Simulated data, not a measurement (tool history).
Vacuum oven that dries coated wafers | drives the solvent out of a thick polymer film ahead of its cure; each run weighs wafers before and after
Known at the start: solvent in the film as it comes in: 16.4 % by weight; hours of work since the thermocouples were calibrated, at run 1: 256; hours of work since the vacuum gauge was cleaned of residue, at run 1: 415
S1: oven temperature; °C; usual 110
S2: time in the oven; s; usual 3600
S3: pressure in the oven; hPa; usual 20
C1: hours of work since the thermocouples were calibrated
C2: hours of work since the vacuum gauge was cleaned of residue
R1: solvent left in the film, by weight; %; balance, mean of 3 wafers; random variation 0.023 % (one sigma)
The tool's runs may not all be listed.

run 1 hour=0 | S1=110 S2=3600 S3=20 | C1=256 C2=415 | R1=1.41
run 2 hour=37.1 | S1=110 S2=3600 S3=20 | C1=272 C2=431 | R1=1.38
run 3 hour=70.6 | S1=110 S2=3600 S3=20 | C1=287 C2=446 | R1=1.38
run 4 hour=114.9 | S1=110 S2=3600 S3=20 | C1=306 C2=465 | R1=1.42
run 5 hour=158.1 | S1=110 S2=3600 S3=20 | C1=326 C2=484 | R1=1.37
run 6 hour=182.3 | S1=110 S2=3600 S3=20 | C1=336 C2=495 | R1=1.41
run 7 hour=209.2 | S1=110 S2=3600 S3=20 | C1=348 C2=507 | R1=1.4
run 8 hour=237.5 | S1=110 S2=3600 S3=20 | C1=361 C2=519 | R1=1.4
run 9 hour=257.3 | S1=110 S2=3600 S3=20 | C1=369 C2=528 | R1=1.37
run 10 hour=292.7 | S1=104 S2=3600 S3=20 | C1=385 C2=544 | R1=2.08
run 11 hour=339.6 | S1=104 S2=3600 S3=20 | C1=406 C2=564 | R1=2.04
run 12 hour=375.1 | S1=104 S2=3600 S3=20 | C1=421 C2=580 | R1=2.06
run 13 hour=414 | S1=110 S2=3600 S3=20 | C1=438 C2=597 | R1=1.34
run 14 hour=454.3 | S1=110 S2=3600 S3=30.1 | C1=456 C2=615 | R1=1.83
run 15 hour=476.1 | S1=110 S2=3600 S3=30.1 | C1=466 C2=625 | R1=1.85
run 16 hour=502.3 | S1=110 S2=3600 S3=30.1 | C1=477 C2=636 | R1=1.8
run 17 hour=526.8 | S1=110 S2=3600 S3=30.1 | C1=488 C2=647 | R1=1.8
run 18 hour=560.1 | S1=110 S2=3600 S3=45.1 | C1=503 C2=662 | R1=2.52
run 19 hour=583.2 | S1=110 S2=3600 S3=45.1 | C1=513 C2=672 | R1=2.51
run 20 hour=622.4 | S1=110 S2=6240 S3=20 | C1=530 C2=689 | R1=1.1
run 21 hour=658 | S1=110 S2=6240 S3=20 | C1=546 C2=705 | R1=1.06
run 22 hour=695.7 | S1=110 S2=4500 S3=20 | C1=563 C2=722 | R1=1.17
run 23 hour=724.2 | S1=110 S2=4500 S3=20 | C1=575 C2=734 | R1=1.17
run 24 hour=751.5 | S1=110 S2=5460 S3=20 | C1=587 C2=746 | R1=1.12
run 25 hour=783.8 | S1=118 S2=3360 S3=20 | C1=602 C2=760 | R1=0.89
run 26 hour=809.2 | S1=115 S2=2220 S3=20 | C1=613 C2=772 | R1=1.64
run 27 hour=844.6 | S1=115 S2=2220 S3=20 | C1=628 C2=787 | R1=1.6
run 28 hour=879.7 | S1=115 S2=2220 S3=20 | C1=644 C2=803 | R1=1.61
run 29 hour=914.9 | S1=114 S2=3600 S3=20 | C1=659 C2=818 | R1=1.08
run 30 hour=951.5 | S1=114 S2=3600 S3=20 | C1=676 C2=834 | R1=1.1
run 31 hour=975.8 | S1=98 S2=2580 S3=20 | C1=686 C2=845 | R1=4.23
run 32 hour=1006.8 | S1=120 S2=3600 S3=54.6 | C1=700 C2=859 | R1=1.95
run 33 hour=1029.6 | S1=118 S2=3120 S3=12.5 | C1=710 C2=869 | R1=0.7
run 34 hour=1065.1 | S1=118 S2=3120 S3=12.5 | C1=726 C2=885 | R1=0.69
run 35 hour=1089.5 | S1=118 S2=3120 S3=12.5 | C1=736 C2=895 | R1=0.66
run 36 hour=1116.2 | S1=118 S2=3120 S3=12.5 | C1=748 C2=907 | R1=0.68
run 37 hour=1152.3 | S1=115 S2=3600 S3=40.4 | C1=764 C2=923 | R1=1.83
run 38 hour=1184.2 | S1=116 S2=4860 S3=20 | C1=778 C2=937 | R1=0.88
run 39 hour=1205.8 | S1=104 S2=3180 S3=27.7 | C1=788 C2=947 | R1=2.69
run 40 hour=1242.5 | S1=110 S2=3600 S3=10.2 | C1=804 C2=963 | R1=0.91
run 41 hour=1263.2 | S1=114 S2=5520 S3=29.3 | C1=813 C2=972 | R1=1.33
run 42 hour=1309.3 | S1=116 S2=5520 S3=57 | C1=833 C2=992 | R1=2.27
run 43 hour=1347.4 | S1=125 S2=4920 S3=53.4 | C1=850 C2=1009 | R1=1.58
run 44 hour=1371.6 | S1=110 S2=3600 S3=29 | C1=861 C2=1020 | R1=1.76
run 45 hour=1412.3 | S1=101 S2=2580 S3=20 | C1=879 C2=1038 | R1=3.45
run 46 hour=1433.7 | S1=101 S2=2580 S3=20 | C1=888 C2=1047 | R1=3.49
run 47 hour=1455.5 | S1=101 S2=2580 S3=20 | C1=898 C2=1057 | R1=3.45

4 ways to go on from here, each from the tool as it stands after run 47. What would each give?
run A hour=1492.4 | S1=101 S2=2400 S3=20 | C1=914 C2=1073 | R1=?
run B hour=1492.4 | S1=122 S2=2580 S3=13 | C1=914 C2=1073 | R1=?
run C hour=1492.4 | S1=112 S2=3600 S3=71 | C1=914 C2=1073 | R1=?
run D hour=1492.4 | S1=111 S2=4200 S3=32.5 | C1=914 C2=1073 | R1=?

run=A R1=3.71
run=B R1=0.66
run=C R1=3.33
run=D R1=1.69
Without the tool's hidden state the same runs would have given:
run=A R1=4.1
run=B R1=0.65
run=C R1=3.53
run=D R1=1.72
